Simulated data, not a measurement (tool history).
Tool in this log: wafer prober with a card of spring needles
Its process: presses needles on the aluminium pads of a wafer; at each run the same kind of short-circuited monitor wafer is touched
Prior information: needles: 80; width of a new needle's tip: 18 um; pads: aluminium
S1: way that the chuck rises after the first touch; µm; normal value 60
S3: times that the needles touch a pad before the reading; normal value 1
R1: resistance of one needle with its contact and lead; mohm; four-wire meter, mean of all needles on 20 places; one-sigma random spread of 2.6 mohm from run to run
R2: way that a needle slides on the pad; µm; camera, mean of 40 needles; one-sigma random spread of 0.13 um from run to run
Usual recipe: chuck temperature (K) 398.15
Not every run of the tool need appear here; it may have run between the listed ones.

Run 1, hour 0.0: usual settings. Result: R1 323 mohm, R2 13.40 µm.
At hour 1.0: tips cleaned on abrasive film.
At hour 12.4: tips cleaned on abrasive film.
Run 2, hour 16.8: usual settings. Result: R1 313 mohm, R2 13.38 µm.
At hour 23.6: tips cleaned on abrasive film.
Run 3, hour 30.7: usual settings. Result: R1 323 mohm, R2 13.43 µm.
At hour 34.2: tips cleaned on abrasive film.
Run 4, hour 43.5: usual settings. Result: R1 321 mohm, R2 13.46 µm.
At hour 45.0: tips cleaned on abrasive film.
At hour 55.2: tips cleaned on abrasive film.
Run 5, hour 62.7: usual settings. Result: R1 320 mohm, R2 13.45 µm.
At hour 66.7: tips cleaned on abrasive film.
At hour 78.2: tips cleaned on abrasive film.
Run 6, hour 82.8: usual settings. Result: R1 318 mohm, R2 13.50 µm.
At hour 89.7: tips cleaned on abrasive film.
Run 7, hour 92.5: usual settings but chuck temperature (K) 313.15. Result: R1 280 mohm, R2 13.15 µm.
At hour 99.8: tips cleaned on abrasive film.
Run 8, hour 104.6: usual settings but chuck temperature (K) 313.15. Result: R1 294 mohm, R2 13.51 µm.
At hour 110.6: tips cleaned on abrasive film.
Run 9, hour 117.3: usual settings but chuck temperature (K) 313.15. Result: R1 291 mohm, R2 13.25 µm.
At hour 120.6: tips cleaned on abrasive film.
At hour 131.7: tips cleaned on abrasive film.
Run 10, hour 138.5: usual settings but S1 44 µm, chuck temperature (K) 313.15. Result: R1 318 mohm, R2 9.37 µm.
At hour 143.1: tips cleaned on abrasive film.
Run 11, hour 151.7: usual settings but S1 58 µm, chuck temperature (K) 313.15. Result: R1 297 mohm, R2 12.68 µm.
At hour 153.0: tips cleaned on abrasive film.
At hour 163.8: tips cleaned on abrasive film.
Run 12, hour 167.8: usual settings but S1 58 µm, chuck temperature (K) 313.15. Result: R1 288 mohm, R2 12.44 µm.
At hour 174.1: tips cleaned on abrasive film.
At hour 184.0: tips cleaned on abrasive film.
Run 13, hour 184.0: usual settings. Result: R1 297 mohm, R2 13.23 µm.
At hour 185.7: height of the first contact set anew.
Run 14, hour 193.5: usual settings. Result: R1 326 mohm, R2 12.78 µm.
At hour 195.3: tips cleaned on abrasive film.
At hour 205.5: tips cleaned on abrasive film.
Run 15, hour 210.6: usual settings. Result: R1 315 mohm, R2 12.72 µm.
At hour 216.2: tips cleaned on abrasive film.
Run 16, hour 221.5: usual settings but S3 2. Result: R1 311 mohm, R2 13.00 µm.
At hour 226.1: height of the first contact set anew, once more.
At hour 227.0: tips cleaned on abrasive film.
At hour 237.2: tips cleaned on abrasive film.
Run 17, hour 240.8: usual settings but S1 45 µm. Result: R1 325 mohm, R2 10.37 µm.
At hour 247.2: tips cleaned on abrasive film.
Run 18, hour 253.3: usual settings but S1 45 µm, chuck temperature (K) 338.15, S3 2. Result: R1 309 mohm, R2 10.39 µm.
At hour 257.8: tips cleaned on abrasive film.
Run 19, hour 263.7: usual settings but S1 52 µm, chuck temperature (K) 394.15, S3 2. Result: R1 304 mohm, R2 11.78 µm.
At hour 268.3: tips cleaned on abrasive film.
Run 20, hour 275.5: usual settings but S1 52 µm, chuck temperature (K) 394.15, S3 2. Result: R1 317 mohm, R2 11.67 µm.
At hour 278.4: tips cleaned on abrasive film.
At hour 289.7: tips cleaned on abrasive film.
Run 21, hour 290.5: usual settings but S1 64 µm, S3 2. Result: R1 295 mohm, R2 14.38 µm.
At hour 300.9: tips cleaned on abrasive film.
Run 22, hour 305.4: usual settings but S1 80 µm, chuck temperature (K) 361.15, S3 2. Result: R1 286 mohm, R2 17.96 µm.
At hour 311.8: tips cleaned on abrasive film.
Run 23, hour 320.5: usual settings but S1 80 µm, chuck temperature (K) 351.15, S3 3. Result: R1 281 mohm, R2 18.04 µm.
At hour 321.8: tips cleaned on abrasive film.
At hour 332.4: tips cleaned on abrasive film.
Run 24, hour 334.0: usual settings but S1 74 µm, chuck temperature (K) 299.15, S3 2. Result: R1 268 mohm, R2 16.84 µm.
At hour 343.1: tips cleaned on abrasive film.
Run 25, hour 351.2: usual settings but S1 75 µm, chuck temperature (K) 305.15, S3 2. Result: R1 276 mohm, R2 17.19 µm.
At hour 354.6: tips cleaned on abrasive film.
At hour 364.6: tips cleaned on abrasive film.
Run 26, hour 367.9: usual settings but S1 62 µm, chuck temperature (K) 310.15. Result: R1 284 mohm, R2 13.55 µm.
At hour 374.6: tips cleaned on abrasive film.
Run 27, hour 378.5: usual settings but S1 62 µm, chuck temperature (K) 310.15. Result: R1 286 mohm, R2 13.99 µm.
At hour 385.7: tips cleaned on abrasive film.
Run 28, hour 394.5: usual settings but S1 68 µm, chuck temperature (K) 345.15. Result: R1 298 mohm, R2 15.28 µm.
At hour 395.9: tips cleaned on abrasive film.
At hour 407.2: tips cleaned on abrasive film.
Run 29, hour 415.8: usual settings but S1 73 µm, chuck temperature (K) 304.15, S3 2. Result: R1 282 mohm, R2 16.31 µm.

Consider 5 possible next runs. They are alternatives, not a sequence: every one starts from the tool as it was left by run 29. What does each give?
At hour 417.6: tips cleaned on abrasive film.
At hour 428.3: tips cleaned on abrasive film.
Run A, hour 435.0: usual settings but S1 73 µm, chuck temperature (K) 304.15. Result: R1 ?, R2 ?.
At hour 417.6: tips cleaned on abrasive film.
At hour 428.3: tips cleaned on abrasive film.
Run B, hour 435.0: usual settings but S1 55 µm, S3 2. Result: R1 ?, R2 ?.
At hour 417.6: tips cleaned on abrasive film.
At hour 428.3: tips cleaned on abrasive film.
Run C, hour 435.0: usual settings but S1 75 µm, chuck temperature (K) 343.15, S3 2. Result: R1 ?, R2 ?.
At hour 417.6: tips cleaned on abrasive film.
At hour 428.3: tips cleaned on abrasive film.
Run D, hour 435.0: usual settings but S1 46 µm, chuck temperature (K) 323.15, S3 2. Result: R1 ?, R2 ?.
At hour 417.6: tips cleaned on abrasive film.
At hour 428.3: tips cleaned on abrasive film.
Run E, hour 435.0: usual settings but chuck temperature (K) 340.15, S3 2. Result: R1 ?, R2 ?.

run   R1     R2
  A  281  16.49
  B  320  12.23
  C  285  16.67
  D  306  10.01
  E  298  13.53
Without the tool's unlogged condition, the same runs would have read:
run   R1     R2
  A  259  16.93
  B  300  12.67
  C  273  17.11
  D  276  10.45
  E  280  13.97

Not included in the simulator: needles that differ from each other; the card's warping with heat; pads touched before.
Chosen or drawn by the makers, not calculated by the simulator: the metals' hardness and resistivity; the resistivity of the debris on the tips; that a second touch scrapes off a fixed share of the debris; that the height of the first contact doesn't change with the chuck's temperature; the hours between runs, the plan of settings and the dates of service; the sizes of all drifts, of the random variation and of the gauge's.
